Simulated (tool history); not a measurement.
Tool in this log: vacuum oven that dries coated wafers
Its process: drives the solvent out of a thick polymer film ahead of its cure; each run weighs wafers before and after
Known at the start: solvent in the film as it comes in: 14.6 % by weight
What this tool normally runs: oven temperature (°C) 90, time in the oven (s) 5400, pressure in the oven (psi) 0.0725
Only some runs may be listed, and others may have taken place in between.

| run | hour | oven temperature (°C) | time in the oven (s) | pressure in the oven (psi) | solvent left in the film (%) |
|---|---|---|---|---|---|
| 1 | 0 | 90 | 5400 | 0.0725 | 3.19 |
| 2 | 75.8 | 90 | 5400 | 0.0674 | 3.17 |
| 3 | 148.1 | 90 | 5400 | 0.0392 | 2.9 |
| 4 | 210.5 | 90 | 5400 | 0.0392 | 3.01 |
| 5 | 264.4 | 90 | 5400 | 0.0725 | 3.17 |
| 6 | 303.8 | 90 | 5400 | 0.0725 | 3.17 |
| 7 | 356.1 | 90 | 7200 | 0.0725 | 2.33 |
| 8 | 422.5 | 90 | 5400 | 0.0725 | 3.38 |
| 9 | 481.3 | 90 | 5400 | 0.0725 | 3.77 |
| 10 | 539.7 | 90 | 5400 | 0.0725 | 3.7 |
| 11 | 599.2 | 90 | 5400 | 0.0725 | 3.78 |
| 12 | 663.2 | 90 | 5400 | 0.0725 | 3.81 |
| 13 | 718.5 | 90 | 3000 | 0.0725 | 5.83 |
| 14 | 796.4 | 90 | 5400 | 0.0725 | 3.85 |
| 15 | 879.9 | 90 | 5400 | 0.0725 | 3.79 |
| 16 | 958.6 | 90 | 5400 | 0.0725 | 3.92 |
| 17 | 1013.6 | 104 | 5400 | 0.0725 | 1.45 |
| 18 | 1090.5 | 79 | 5400 | 0.0725 | 6.73 |
| 19 | 1133.6 | 79 | 5400 | 0.0725 | 6.79 |
| 20 | 1210.6 | 79 | 5400 | 0.0725 | 6.93 |
| 21 | 1245.2 | 79 | 5400 | 0.0725 | 6.75 |
| 22 | 1294.5 | 90 | 5400 | 0.0725 | 3.79 |
| 23 | 1343.8 | 90 | 7380 | 0.0725 | 2.99 |
| 24 | 1413.7 | 90 | 5400 | 0.0725 | 4.06 |
| 25 | 1492.4 | 100 | 2880 | 0.2276 | 4.45 |
| 26 | 1542.5 | 90 | 2700 | 0.2136 | 7.16 |
| 27 | 1609.1 | 82 | 8400 | 0.144 | 5.28 |
| 28 | 1668.5 | 82 | 8400 | 0.144 | 5.32 |
| 29 | 1735.4 | 101 | 5460 | 0.0413 | 1.78 |
| 30 | 1801.4 | 101 | 5460 | 0.0413 | 1.75 |
| 31 | 1846.3 | 78 | 9000 | 0.0413 | 5.17 |
| 32 | 1898.2 | 85 | 9600 | 0.0519 | 3.54 |
| 33 | 1933.4 | 90 | 3420 | 0.0725 | 5.56 |
| 34 | 1992.2 | 79 | 9480 | 0.0751 | 5.27 |
| 35 | 2065.1 | 76 | 8700 | 0.0422 | 5.87 |
| 36 | 2117.3 | 76 | 8700 | 0.0422 | 6.01 |
| 37 | 2174.3 | 76 | 8700 | 0.0422 | 5.85 |
| 38 | 2232.8 | 82 | 5700 | 0.1155 | 6.15 |
| 39 | 2315.9 | 82 | 5700 | 0.1155 | 6.35 |
| 40 | 2374.2 | 86 | 4560 | 0.048 | 5.52 |
| 41 | 2415.6 | 105 | 6000 | 0.1722 | 2.02 |
| 42 | 2499.8 | 102 | 5400 | 0.0714 | 0.74 |
| 43 | 2534 | 95 | 5400 | 0.0969 | 1.75 |
| 44 | 2612.8 | 95 | 3000 | 0.1095 | 3.81 |
| 45 | 2649.9 | 95 | 3000 | 0.1095 | 3.98 |
| 46 | 2722.2 | 87 | 4680 | 0.0406 | 3.52 |
| 47 | 2758.7 | 87 | 5220 | 0.0741 | 3.41 |

Missing from the log above: 3 entries noted between runs. For each, name the pair of listed runs it sits between and say how the tool's hidden condition differs from the listed run just before to the listed run just after:
Between runs 1 and 2: oven's thermocouples calibrated (hour 9.1)
  true wafer temperature over the reading, C: 1.77 -> 2.2; true pressure over the reading, kPa: 0.792 -> 0.815
  measured less the result without the state, solvent left in the film (%): +0.37 -> +0.3
Between runs 8 and 9: oven's thermocouples calibrated, once more (hour 469.2)
  true wafer temperature over the reading, C: 2.45 -> 0.02; true pressure over the reading, kPa: 0.93 -> 0.948
  measured less the result without the state, solvent left in the film (%): +0.36 -> +0.93
Between runs 41 and 42: vacuum gauge cleaned of residue and calibrated (hour 2474.4)
  true wafer temperature over the reading, C: 1.36 -> 1.42; true pressure over the reading, kPa: 1.573 -> 0.005
  measured less the result without the state, solvent left in the film (%): +0.92 -> -0.13
